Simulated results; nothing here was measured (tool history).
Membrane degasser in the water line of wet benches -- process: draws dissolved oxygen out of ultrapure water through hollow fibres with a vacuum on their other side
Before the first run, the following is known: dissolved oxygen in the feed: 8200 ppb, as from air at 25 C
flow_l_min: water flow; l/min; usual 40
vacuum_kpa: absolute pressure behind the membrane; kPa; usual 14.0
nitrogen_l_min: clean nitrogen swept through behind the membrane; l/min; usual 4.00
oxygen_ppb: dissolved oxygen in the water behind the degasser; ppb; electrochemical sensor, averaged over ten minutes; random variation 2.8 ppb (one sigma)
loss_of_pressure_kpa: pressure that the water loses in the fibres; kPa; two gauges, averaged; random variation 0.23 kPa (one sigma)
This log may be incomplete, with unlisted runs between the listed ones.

{"run": 1, "hour": 0.0, "flow_l_min": 40, "vacuum_kpa": 14.0, "nitrogen_l_min": 4.0, "oxygen_ppb": 287.3, "loss_of_pressure_kpa": 59.25}
{"run": 2, "hour": 176.8, "flow_l_min": 40, "vacuum_kpa": 33.6, "nitrogen_l_min": 4.0, "oxygen_ppb": 706.5, "loss_of_pressure_kpa": 58.49}
{"run": 3, "hour": 360.3, "flow_l_min": 40, "vacuum_kpa": 33.6, "nitrogen_l_min": 4.0, "oxygen_ppb": 706.5, "loss_of_pressure_kpa": 59.64}
{"run": 4, "hour": 469.3, "flow_l_min": 36, "vacuum_kpa": 33.6, "nitrogen_l_min": 4.0, "oxygen_ppb": 638.9, "loss_of_pressure_kpa": 53.16}
{"run": 5, "hour": 629.4, "flow_l_min": 40, "vacuum_kpa": 14.0, "nitrogen_l_min": 4.0, "oxygen_ppb": 291.4, "loss_of_pressure_kpa": 59.75}
{"run": 6, "hour": 733.1, "flow_l_min": 40, "vacuum_kpa": 14.0, "nitrogen_l_min": 4.0, "oxygen_ppb": 288.1, "loss_of_pressure_kpa": 59.44}
{"run": 7, "hour": 884.9, "flow_l_min": 40, "vacuum_kpa": 14.0, "nitrogen_l_min": 4.0, "oxygen_ppb": 295.1, "loss_of_pressure_kpa": 59.49}
{"run": 8, "hour": 1074.0, "flow_l_min": 28, "vacuum_kpa": 14.0, "nitrogen_l_min": 4.0, "oxygen_ppb": 194.3, "loss_of_pressure_kpa": 41.57}
{"run": 9, "hour": 1258.5, "flow_l_min": 40, "vacuum_kpa": 14.0, "nitrogen_l_min": 4.0, "oxygen_ppb": 288.9, "loss_of_pressure_kpa": 60.09}
{"run": 10, "hour": 1352.9, "flow_l_min": 40, "vacuum_kpa": 14.0, "nitrogen_l_min": 4.0, "oxygen_ppb": 291.5, "loss_of_pressure_kpa": 59.69}
{"hour": 1367.5, "done": "vacuum gauge calibrated"}
{"run": 11, "hour": 1538.7, "flow_l_min": 40, "vacuum_kpa": 14.0, "nitrogen_l_min": 4.0, "oxygen_ppb": 294.4, "loss_of_pressure_kpa": 59.48}
{"run": 12, "hour": 1700.1, "flow_l_min": 40, "vacuum_kpa": 14.0, "nitrogen_l_min": 4.0, "oxygen_ppb": 292.9, "loss_of_pressure_kpa": 59.72}
{"run": 13, "hour": 1809.0, "flow_l_min": 40, "vacuum_kpa": 13.0, "nitrogen_l_min": 4.0, "oxygen_ppb": 271.3, "loss_of_pressure_kpa": 59.91}
{"run": 14, "hour": 1942.9, "flow_l_min": 40, "vacuum_kpa": 13.0, "nitrogen_l_min": 4.0, "oxygen_ppb": 273.1, "loss_of_pressure_kpa": 59.77}
{"run": 15, "hour": 2066.4, "flow_l_min": 40, "vacuum_kpa": 13.0, "nitrogen_l_min": 4.0, "oxygen_ppb": 277.6, "loss_of_pressure_kpa": 59.28}
{"run": 16, "hour": 2200.3, "flow_l_min": 40, "vacuum_kpa": 14.0, "nitrogen_l_min": 4.0, "oxygen_ppb": 299.1, "loss_of_pressure_kpa": 59.92}
{"run": 17, "hour": 2401.2, "flow_l_min": 58, "vacuum_kpa": 14.0, "nitrogen_l_min": 4.0, "oxygen_ppb": 457.3, "loss_of_pressure_kpa": 87.38}
{"hour": 2469.3, "done": "vacuum gauge calibrated, once more"}
{"run": 18, "hour": 2537.6, "flow_l_min": 24, "vacuum_kpa": 14.0, "nitrogen_l_min": 1.78, "oxygen_ppb": 334.0, "loss_of_pressure_kpa": 36.29}
{"run": 19, "hour": 2703.5, "flow_l_min": 28, "vacuum_kpa": 14.0, "nitrogen_l_min": 1.85, "oxygen_ppb": 377.7, "loss_of_pressure_kpa": 42.41}
{"run": 20, "hour": 2819.8, "flow_l_min": 54, "vacuum_kpa": 9.7, "nitrogen_l_min": 6.0, "oxygen_ppb": 227.8, "loss_of_pressure_kpa": 81.56}
{"run": 21, "hour": 2913.6, "flow_l_min": 47, "vacuum_kpa": 14.0, "nitrogen_l_min": 3.52, "oxygen_ppb": 388.3, "loss_of_pressure_kpa": 70.87}
{"run": 22, "hour": 3070.3, "flow_l_min": 47, "vacuum_kpa": 14.0, "nitrogen_l_min": 3.52, "oxygen_ppb": 382.7, "loss_of_pressure_kpa": 70.77}
{"run": 23, "hour": 3196.6, "flow_l_min": 31, "vacuum_kpa": 13.0, "nitrogen_l_min": 3.52, "oxygen_ppb": 221.8, "loss_of_pressure_kpa": 46.8}
{"run": 24, "hour": 3338.3, "flow_l_min": 42, "vacuum_kpa": 13.0, "nitrogen_l_min": 3.52, "oxygen_ppb": 315.0, "loss_of_pressure_kpa": 63.48}
{"run": 25, "hour": 3495.2, "flow_l_min": 42, "vacuum_kpa": 13.0, "nitrogen_l_min": 3.52, "oxygen_ppb": 324.3, "loss_of_pressure_kpa": 63.44}
{"run": 26, "hour": 3661.4, "flow_l_min": 42, "vacuum_kpa": 13.0, "nitrogen_l_min": 3.52, "oxygen_ppb": 316.7, "loss_of_pressure_kpa": 63.86}
{"run": 27, "hour": 3861.0, "flow_l_min": 42, "vacuum_kpa": 13.0, "nitrogen_l_min": 3.52, "oxygen_ppb": 315.4, "loss_of_pressure_kpa": 63.96}
{"run": 28, "hour": 3986.5, "flow_l_min": 42, "vacuum_kpa": 13.0, "nitrogen_l_min": 3.52, "oxygen_ppb": 319.3, "loss_of_pressure_kpa": 63.62}
{"run": 29, "hour": 4185.3, "flow_l_min": 58, "vacuum_kpa": 19.8, "nitrogen_l_min": 7.84, "oxygen_ppb": 395.8, "loss_of_pressure_kpa": 88.55}
{"hour": 4268.2, "done": "seals of the vacuum lines changed"}
{"run": 30, "hour": 4320.5, "flow_l_min": 58, "vacuum_kpa": 19.8, "nitrogen_l_min": 7.84, "oxygen_ppb": 403.9, "loss_of_pressure_kpa": 88.54}
{"run": 31, "hour": 4404.6, "flow_l_min": 58, "vacuum_kpa": 19.8, "nitrogen_l_min": 7.84, "oxygen_ppb": 402.9, "loss_of_pressure_kpa": 88.9}
{"run": 32, "hour": 4563.4, "flow_l_min": 25, "vacuum_kpa": 15.8, "nitrogen_l_min": 11.45, "oxygen_ppb": 77.3, "loss_of_pressure_kpa": 38.01}
{"run": 33, "hour": 4725.1, "flow_l_min": 25, "vacuum_kpa": 15.8, "nitrogen_l_min": 11.45, "oxygen_ppb": 78.4, "loss_of_pressure_kpa": 37.83}

The same runs without the tool's hidden state, with the same run-to-run variation:
Hidden state at play: membrane still open, %; true pressure behind the membrane over the reading, kPa; air that leaks in behind the membrane, l/min; drift of the gauge itself on oxygen_ppb, %; drift of the gauge itself on loss_of_pressure_kpa, %.
run=1 oxygen_ppb=276.3 loss_of_pressure_kpa=56.47
run=2 oxygen_ppb=694.9 loss_of_pressure_kpa=55.67
run=3 oxygen_ppb=694.3 loss_of_pressure_kpa=56.73
run=4 oxygen_ppb=628.4 loss_of_pressure_kpa=50.51
run=5 oxygen_ppb=278.5 loss_of_pressure_kpa=56.73
run=6 oxygen_ppb=275.0 loss_of_pressure_kpa=56.39
run=7 oxygen_ppb=281.3 loss_of_pressure_kpa=56.36
run=8 oxygen_ppb=187.1 loss_of_pressure_kpa=39.34
run=9 oxygen_ppb=274.3 loss_of_pressure_kpa=56.80
run=10 oxygen_ppb=276.5 loss_of_pressure_kpa=56.38
run=11 oxygen_ppb=276.2 loss_of_pressure_kpa=56.13
run=12 oxygen_ppb=274.4 loss_of_pressure_kpa=56.30
run=13 oxygen_ppb=252.4 loss_of_pressure_kpa=56.44
run=14 oxygen_ppb=253.7 loss_of_pressure_kpa=56.27
run=15 oxygen_ppb=257.6 loss_of_pressure_kpa=55.74
run=16 oxygen_ppb=278.7 loss_of_pressure_kpa=56.28
run=17 oxygen_ppb=420.2 loss_of_pressure_kpa=81.99
run=18 oxygen_ppb=329.9 loss_of_pressure_kpa=34.04
run=19 oxygen_ppb=371.5 loss_of_pressure_kpa=39.73
run=20 oxygen_ppb=203.0 loss_of_pressure_kpa=76.34
run=21 oxygen_ppb=369.1 loss_of_pressure_kpa=66.29
run=22 oxygen_ppb=363.1 loss_of_pressure_kpa=66.11
run=23 oxygen_ppb=213.4 loss_of_pressure_kpa=43.69
run=24 oxygen_ppb=298.2 loss_of_pressure_kpa=59.22
run=25 oxygen_ppb=306.5 loss_of_pressure_kpa=59.11
run=26 oxygen_ppb=298.8 loss_of_pressure_kpa=59.45
run=27 oxygen_ppb=296.9 loss_of_pressure_kpa=59.46
run=28 oxygen_ppb=300.2 loss_of_pressure_kpa=59.09
run=29 oxygen_ppb=362.2 loss_of_pressure_kpa=82.12
run=30 oxygen_ppb=369.6 loss_of_pressure_kpa=82.05
run=31 oxygen_ppb=368.3 loss_of_pressure_kpa=82.34
run=32 oxygen_ppb=72.4 loss_of_pressure_kpa=35.17
run=33 oxygen_ppb=73.3 loss_of_pressure_kpa=34.94

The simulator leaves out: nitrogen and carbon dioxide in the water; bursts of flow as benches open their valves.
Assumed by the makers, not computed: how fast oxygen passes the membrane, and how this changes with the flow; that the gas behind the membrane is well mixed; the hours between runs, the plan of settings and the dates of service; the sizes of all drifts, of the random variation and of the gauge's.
